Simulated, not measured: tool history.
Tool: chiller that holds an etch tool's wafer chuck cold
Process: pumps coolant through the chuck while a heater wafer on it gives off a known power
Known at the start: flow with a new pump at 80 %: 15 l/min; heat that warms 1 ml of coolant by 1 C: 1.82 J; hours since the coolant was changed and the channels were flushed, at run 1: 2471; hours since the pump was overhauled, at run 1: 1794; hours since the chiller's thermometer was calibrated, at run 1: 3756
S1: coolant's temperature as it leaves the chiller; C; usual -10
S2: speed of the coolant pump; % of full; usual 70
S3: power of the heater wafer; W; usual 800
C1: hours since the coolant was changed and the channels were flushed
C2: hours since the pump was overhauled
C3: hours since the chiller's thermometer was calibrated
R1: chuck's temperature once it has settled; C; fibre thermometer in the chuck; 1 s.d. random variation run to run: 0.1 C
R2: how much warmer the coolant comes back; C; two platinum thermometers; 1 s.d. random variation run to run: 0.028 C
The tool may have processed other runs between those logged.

run 1 hour=0.0 | S1=-10 S2=70 S3=800 | C1=2471 C2=1794 C3=3756 | R1=-2.1 R2=2.01
run 2 hour=25.3 | S1=-10 S2=70 S3=800 | C1=2497 C2=1820 C3=3781 | R1=-2.2 R2=2.02
run 3 hour=52.9 | S1=-10 S2=70 S3=800 | C1=2524 C2=1847 C3=3809 | R1=-2.1 R2=2.01
run 4 hour=92.0 | S1=-10 S2=73 S3=800 | C1=2563 C2=1886 C3=3848 | R1=-2.3 R2=1.95
run 5 hour=120.3 | S1=-10 S2=73 S3=800 | C1=2592 C2=1915 C3=3876 | R1=-2.5 R2=1.98
run 6 hour=146.2 | S1=-1 S2=70 S3=800 | C1=2618 C2=1941 C3=3902 | R1=7.0 R2=2.03
run 7 hour=186.0 | S1=-1 S2=70 S3=800 | C1=2657 C2=1980 C3=3942 | R1=6.8 R2=2.08
-- hour=219.7 chiller's thermometer calibrated
run 8 hour=232.8 | S1=-1 S2=70 S3=800 | C1=2703 C2=2026 C3=13 | R1=6.7 R2=2.06
run 9 hour=288.8 | S1=-10 S2=90 S3=800 | C1=2759 C2=2082 C3=69 | R1=-3.7 R2=1.65
run 10 hour=316.3 | S1=-10 S2=90 S3=800 | C1=2787 C2=2110 C3=97 | R1=-3.7 R2=1.71
run 11 hour=370.4 | S1=-10 S2=70 S3=800 | C1=2841 C2=2164 C3=151 | R1=-2.2 R2=2.15
run 12 hour=415.0 | S1=-10 S2=70 S3=800 | C1=2885 C2=2208 C3=195 | R1=-2.0 R2=2.12
run 13 hour=471.8 | S1=-15 S2=70 S3=800 | C1=2942 C2=2265 C3=252 | R1=-7.3 R2=2.14
run 14 hour=528.1 | S1=-15 S2=70 S3=800 | C1=2998 C2=2322 C3=308 | R1=-7.1 R2=2.18
run 15 hour=585.9 | S1=-15 S2=70 S3=800 | C1=3056 C2=2379 C3=366 | R1=-7.1 R2=2.19
run 16 hour=643.9 | S1=-15 S2=70 S3=800 | C1=3114 C2=2437 C3=424 | R1=-7.0 R2=2.22
run 17 hour=679.0 | S1=-10 S2=70 S3=428 | C1=3149 C2=2472 C3=459 | R1=-5.8 R2=1.34
run 18 hour=735.5 | S1=-20 S2=70 S3=430 | C1=3206 C2=2529 C3=516 | R1=-15.8 R2=1.34
run 19 hour=773.9 | S1=-9 S2=66 S3=852 | C1=3244 C2=2567 C3=554 | R1=-0.1 R2=2.53
run 20 hour=812.0 | S1=-9 S2=66 S3=852 | C1=3282 C2=2605 C3=592 | R1=-0.3 R2=2.53
run 21 hour=842.4 | S1=-9 S2=66 S3=852 | C1=3313 C2=2636 C3=623 | R1=-0.1 R2=2.52
run 22 hour=889.1 | S1=-9 S2=66 S3=852 | C1=3359 C2=2683 C3=669 | R1=-0.2 R2=2.54
run 23 hour=923.3 | S1=-9 S2=66 S3=852 | C1=3394 C2=2717 C3=704 | R1=-0.3 R2=2.61
run 24 hour=984.5 | S1=-10 S2=73 S3=486 | C1=3455 C2=2778 C3=765 | R1=-5.4 R2=1.49
run 25 hour=1019.5 | S1=-10 S2=73 S3=486 | C1=3490 C2=2813 C3=800 | R1=-5.5 R2=1.53
run 26 hour=1056.1 | S1=-13 S2=82 S3=413 | C1=3526 C2=2850 C3=836 | R1=-9.2 R2=1.23
run 27 hour=1088.2 | S1=-13 S2=100 S3=413 | C1=3559 C2=2882 C3=868 | R1=-10.0 R2=1.11
run 28 hour=1136.7 | S1=-5 S2=61 S3=567 | C1=3607 C2=2930 C3=917 | R1=1.1 R2=2.00
run 29 hour=1185.4 | S1=-5 S2=61 S3=567 | C1=3656 C2=2979 C3=966 | R1=1.3 R2=2.03
run 30 hour=1245.0 | S1=-4 S2=81 S3=753 | C1=3715 C2=3038 C3=1025 | R1=2.6 R2=2.05
-- hour=1298.3 gauge calibrated
run 31 hour=1298.3 | S1=-10 S2=84 S3=753 | C1=3769 C2=3092 C3=1079 | R1=-3.7 R2=1.61
run 32 hour=1328.5 | S1=-10 S2=84 S3=753 | C1=3799 C2=3122 C3=1109 | R1=-3.6 R2=1.52

Forecast each of these 4 alternatives for the next run:
run A hour=1388.4 | S1=-6 S2=65 S3=800 | C1=3859 C2=3182 C3=1169 | R1=? R2=?
run B hour=1388.4 | S1=-16 S2=84 S3=810 | C1=3859 C2=3182 C3=1169 | R1=? R2=?
run C hour=1388.4 | S1=-10 S2=98 S3=753 | C1=3859 C2=3182 C3=1169 | R1=? R2=?
run D hour=1388.4 | S1=-19 S2=70 S3=568 | C1=3859 C2=3182 C3=1169 | R1=? R2=?

run=A R1=2.3 R2=2.17
run=B R1=-9.1 R2=1.76
run=C R1=-4.2 R2=1.46
run=D R1=-13.3 R2=1.50
Without the tool's unlogged condition, the same runs would have read:
run=A R1=2.3 R2=2.14
run=B R1=-9.1 R2=1.72
run=C R1=-4.2 R2=1.42
run=D R1=-13.4 R2=1.46

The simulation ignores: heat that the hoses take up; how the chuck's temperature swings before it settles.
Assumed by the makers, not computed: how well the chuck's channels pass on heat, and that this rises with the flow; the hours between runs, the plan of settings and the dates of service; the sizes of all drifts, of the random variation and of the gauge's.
